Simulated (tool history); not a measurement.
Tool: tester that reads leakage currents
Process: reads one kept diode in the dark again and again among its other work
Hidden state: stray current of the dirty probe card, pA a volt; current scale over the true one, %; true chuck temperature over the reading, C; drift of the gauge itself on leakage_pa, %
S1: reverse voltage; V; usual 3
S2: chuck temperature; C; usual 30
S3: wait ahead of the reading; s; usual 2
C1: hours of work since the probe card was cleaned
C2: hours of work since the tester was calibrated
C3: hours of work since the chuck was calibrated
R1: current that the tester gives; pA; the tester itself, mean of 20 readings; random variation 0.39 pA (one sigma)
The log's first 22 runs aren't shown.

-- hour=1386 chuck's temperature calibrated
run 23 hour=1405.3 | S1=3 S2=27 S3=2 | C1=1899 C2=2071 C3=9 | R1=102.69
run 24 hour=1488.1 | S1=3 S2=55 S3=2.51 | C1=1940 C2=2111 C3=49 | R1=688.8
run 25 hour=1576.1 | S1=2.76 S2=38 S3=0.48 | C1=1982 C2=2154 C3=92 | R1=220.02
run 26 hour=1621.7 | S1=6.25 S2=32 S3=0.48 | C1=2004 C2=2176 C3=114 | R1=200.52
run 27 hour=1702.2 | S1=1.85 S2=32 S3=5.81 | C1=2043 C2=2215 C3=153 | R1=122.21
run 28 hour=1767.6 | S1=1.85 S2=32 S3=5.81 | C1=2075 C2=2246 C3=185 | R1=122.77
run 29 hour=1820.3 | S1=1.85 S2=36 S3=4.25 | C1=2100 C2=2272 C3=210 | R1=162.77
run 30 hour=1868.4 | S1=7.08 S2=27 S3=4.25 | C1=2124 C2=2295 C3=234 | R1=142.67
run 31 hour=1931.4 | S1=7.08 S2=27 S3=4.25 | C1=2154 C2=2326 C3=264 | R1=143.27
run 32 hour=1988.2 | S1=4.46 S2=30 S3=2 | C1=2182 C2=2353 C3=292 | R1=149.1

5 ways to go on from here, each from the tool as it stands after run 32. What would each give?
run A hour=2033.6 | S1=2.59 S2=30 S3=5.12 | C1=2204 C2=2375 C3=313 | R1=?
run B hour=2033.6 | S1=9.13 S2=35 S3=0.44 | C1=2204 C2=2375 C3=313 | R1=?
run C hour=2033.6 | S1=2.85 S2=40 S3=0.75 | C1=2204 C2=2375 C3=313 | R1=?
run D hour=2033.6 | S1=3.03 S2=58 S3=2.43 | C1=2204 C2=2375 C3=313 | R1=?
run E hour=2033.6 | S1=3 S2=30 S3=0.8 | C1=2204 C2=2375 C3=313 | R1=?

run=A R1=121.4
run=B R1=286.94
run=C R1=255.24
run=D R1=832.19
run=E R1=129.58
Without the tool's hidden state the same runs would have given:
run=A R1=121.32
run=B R1=286.71
run=C R1=255.14
run=D R1=832.01
run=E R1=129.49

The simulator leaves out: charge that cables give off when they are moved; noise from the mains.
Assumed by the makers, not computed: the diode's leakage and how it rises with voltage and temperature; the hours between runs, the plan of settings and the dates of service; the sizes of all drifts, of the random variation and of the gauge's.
